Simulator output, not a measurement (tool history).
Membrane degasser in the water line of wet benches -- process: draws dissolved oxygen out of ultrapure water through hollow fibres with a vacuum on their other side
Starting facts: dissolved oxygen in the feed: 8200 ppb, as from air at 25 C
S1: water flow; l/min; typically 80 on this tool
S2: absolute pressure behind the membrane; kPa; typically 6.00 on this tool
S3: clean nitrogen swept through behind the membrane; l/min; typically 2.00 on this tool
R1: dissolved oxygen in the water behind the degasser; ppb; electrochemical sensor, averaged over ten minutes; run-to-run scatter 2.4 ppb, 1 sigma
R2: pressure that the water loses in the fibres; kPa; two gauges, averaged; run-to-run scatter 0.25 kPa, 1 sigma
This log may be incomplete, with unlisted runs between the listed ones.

run,day,S1,S2,S3,R1,R2
1,0.000,80,6.00,2.00,293.4,68.51
2,3.417,80,6.00,2.00,288.3,68.89
3,6.088,80,6.00,2.00,293.2,68.77
4,10.558,80,8.65,2.00,487.4,68.75
5,13.662,80,6.00,2.00,291.6,68.88
6,17.717,80,6.00,2.00,292.5,68.73
7,22.383,80,6.00,3.58,193.0,68.93
# day 25.304: vacuum gauge calibrated
8,25.304,80,3.98,2.32,159.2,69.75
9,28.592,80,3.98,2.32,157.8,69.41
10,32.350,82,6.35,2.00,367.7,70.94

What will run 11 give?
# day 34.821: vacuum gauge calibrated, once more
11,35.033,82,6.35,2.00,?,?

{"run 11": {"R1": 275.9, "R2": 71.17}}
If the tool had no hidden condition, the same run with the same run-to-run variation would have returned R1 272.7 ppb, R2 68.79 kPa.
